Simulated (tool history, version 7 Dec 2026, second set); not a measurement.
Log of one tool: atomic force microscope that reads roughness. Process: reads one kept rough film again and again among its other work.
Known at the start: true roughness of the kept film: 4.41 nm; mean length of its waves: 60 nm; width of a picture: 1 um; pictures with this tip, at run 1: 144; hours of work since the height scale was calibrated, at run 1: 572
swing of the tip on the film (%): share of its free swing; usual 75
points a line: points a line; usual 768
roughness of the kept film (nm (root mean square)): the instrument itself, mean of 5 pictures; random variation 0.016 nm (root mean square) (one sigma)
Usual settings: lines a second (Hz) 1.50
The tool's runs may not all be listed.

| run | day | lines a second (Hz) | swing of the tip on the film (%) | points a line | pictures with this tip | hours of work since the height scale was calibrated | roughness of the kept film (nm (root mean square)) |
|---|---|---|---|---|---|---|---|
| 1 | 0.000 | 1.50 | 75 | 768 | 144 | 572 | 3.525 |
|  | 0.092 | new tip fitted |
| 2 | 0.746 | 1.50 | 75 | 768 | 41 | 585 | 3.690 |
| 3 | 1.292 | 1.50 | 75 | 471 | 75 | 595 | 3.623 |
| 4 | 1.904 | 1.50 | 75 | 471 | 113 | 606 | 3.573 |
|  | 2.529 | new tip fitted |
| 5 | 2.529 | 1.50 | 75 | 471 | 0 | 617 | 3.778 |
| 6 | 3.338 | 1.50 | 75 | 471 | 50 | 632 | 3.685 |
| 7 | 4.162 | 1.50 | 61 | 768 | 101 | 647 | 3.812 |
| 8 | 4.538 | 1.50 | 61 | 768 | 124 | 654 | 3.754 |
|  | 4.971 | new tip fitted |
| 9 | 5.271 | 1.50 | 61 | 768 | 19 | 667 | 3.965 |
| 10 | 5.675 | 1.50 | 61 | 768 | 44 | 674 | 3.886 |
| 11 | 6.262 | 1.50 | 57 | 768 | 81 | 685 | 3.896 |
| 12 | 6.917 | 3.95 | 75 | 768 | 121 | 697 | 3.054 |
|  | 7.421 | new tip fitted |
| 13 | 7.638 | 3.95 | 75 | 768 | 14 | 710 | 3.209 |
| 14 | 8.462 | 1.50 | 75 | 768 | 65 | 725 | 3.672 |
| 15 | 8.854 | 3.56 | 81 | 572 | 90 | 732 | 2.933 |
| 16 | 9.283 | 3.56 | 81 | 572 | 116 | 740 | 2.897 |

Forecast run 17:
| 17 | 9.675 | 3.56 | 81 | 572 | 141 | 747 | ? |

{"run 17": {"roughness of the kept film (nm (root mean square))": 2.875}}
Without the tool's hidden state the same run would have given roughness of the kept film (nm (root mean square)) 3.069.
